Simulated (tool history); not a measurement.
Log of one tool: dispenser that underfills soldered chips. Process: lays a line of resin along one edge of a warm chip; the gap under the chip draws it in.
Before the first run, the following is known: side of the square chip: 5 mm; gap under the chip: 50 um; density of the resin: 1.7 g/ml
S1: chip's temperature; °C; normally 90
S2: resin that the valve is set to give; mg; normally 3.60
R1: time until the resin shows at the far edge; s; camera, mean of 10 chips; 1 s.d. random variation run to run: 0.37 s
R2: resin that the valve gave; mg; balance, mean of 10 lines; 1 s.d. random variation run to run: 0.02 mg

| run | day | S1 | S2 | R1 | R2 |
|---|---|---|---|---|---|
| 1 | 0.000 | 90 | 3.60 | 31.0 | 3.60 |
|  | 0.158 | new syringe of resin |
| 2 | 0.288 | 90 | 3.60 | 25.1 | 3.58 |
|  | 0.821 | new syringe of resin |
| 3 | 0.879 | 90 | 3.60 | 24.4 | 3.57 |
| 4 | 1.312 | 90 | 3.60 | 31.5 | 3.55 |
|  | 1.471 | new syringe of resin |
| 5 | 1.679 | 90 | 3.60 | 26.0 | 3.54 |
| 6 | 1.921 | 90 | 3.60 | 29.7 | 3.54 |
|  | 2.158 | new syringe of resin |
| 7 | 2.508 | 90 | 3.60 | 29.4 | 3.54 |
|  | 2.808 | new syringe of resin |
| 8 | 3.058 | 90 | 3.60 | 27.4 | 3.47 |
|  | 3.375 | dispensing valve cleaned and set on the balance |
|  | 3.492 | new syringe of resin |
| 9 | 3.492 | 90 | 3.60 | 23.4 | 3.59 |
| 10 | 3.783 | 90 | 3.60 | 27.7 | 3.57 |
|  | 4.138 | new syringe of resin |
| 11 | 4.275 | 90 | 3.60 | 24.9 | 3.54 |
| 12 | 4.562 | 90 | 3.60 | 30.3 | 3.53 |
|  | 4.783 | new syringe of resin |
| 13 | 4.925 | 90 | 3.60 | 25.8 | 3.52 |
| 14 | 5.196 | 90 | 3.60 | 30.1 | 3.51 |
|  | 5.442 | new syringe of resin |
| 15 | 5.742 | 90 | 3.22 | 29.2 | 3.12 |
| 16 | 6.021 | 85 | 4.25 | 39.4 | 4.13 |
|  | 6.108 | new syringe of resin |
| 17 | 6.462 | 85 | 4.25 | 34.5 | 4.08 |
|  | 6.762 | dispensing valve cleaned and set on the balance |
|  | 6.812 | new syringe of resin |
| 18 | 7.033 | 87 | 4.56 | 29.9 | 4.54 |
| 19 | 7.296 | 92 | 3.14 | 30.2 | 3.14 |
|  | 7.475 | new syringe of resin |
| 20 | 7.704 | 103 | 3.97 | 17.1 | 3.96 |
|  | 8.138 | new syringe of resin |
| 21 | 8.138 | 103 | 3.97 | 15.4 | 3.92 |
| 22 | 8.646 | 91 | 3.42 | 31.4 | 3.34 |
|  | 8.779 | new syringe of resin |
| 23 | 9.067 | 91 | 3.42 | 28.8 | 3.34 |
|  | 9.417 | new syringe of resin |
| 24 | 9.500 | 91 | 3.42 | 24.1 | 3.32 |

Run 25 is up next; what results do you expect?
|  | 10.062 | new syringe of resin |
| 25 | 10.062 | 91 | 3.42 | ? | ? |

Logged for run 25: R1 23.3 s, R2 3.31 mg.
If the tool had no hidden condition, the same run with the same run-to-run variation would have returned R1 21.4 s, R2 3.43 mg.
